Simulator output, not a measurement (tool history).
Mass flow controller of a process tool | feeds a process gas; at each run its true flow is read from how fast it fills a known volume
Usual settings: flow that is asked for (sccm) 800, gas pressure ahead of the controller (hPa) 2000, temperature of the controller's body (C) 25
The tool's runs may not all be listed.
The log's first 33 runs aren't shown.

run	hour	flow that is asked for (sccm)	gas pressure ahead of the controller (hPa)	temperature of the controller's body (C)	true flow (%)
34	2767.6	322	2000	38	99.37
35	2865.8	385	2000	32	99.15
36	2943.6	218	2350	26	99.12
37	3012.8	218	2150	28	98.9
38	3062.3	254	1670	29	98.89
39	3112.1	254	1670	29	98.93
40	3161.7	154	2400	36	99.12
41	3280.2	396	2400	30	99.22
42	3353.5	645	1410	25	98.67
43	3430.9	985	2510	25	99.56
44	3539.6	103	2210	33	98.75
45	3646.8	624	2000	23	98.82
46	3727.6	800	1440	29	99
47	3810.4	800	1440	34	98.97

4 ways to go on from here, each from the tool as it stands after run 47. What would each give?
A	3901.8	800	1680	25	?
B	3901.8	601	1690	39	?
C	3901.8	603	1440	34	?
D	3901.8	188	2460	39	?

run	true flow (%)
A	98.79
B	98.93
C	98.66
D	98.93
Without the tool's hidden state the same runs would have given:
run	true flow (%)
A	99.64
B	99.78
C	99.52
D	99.8

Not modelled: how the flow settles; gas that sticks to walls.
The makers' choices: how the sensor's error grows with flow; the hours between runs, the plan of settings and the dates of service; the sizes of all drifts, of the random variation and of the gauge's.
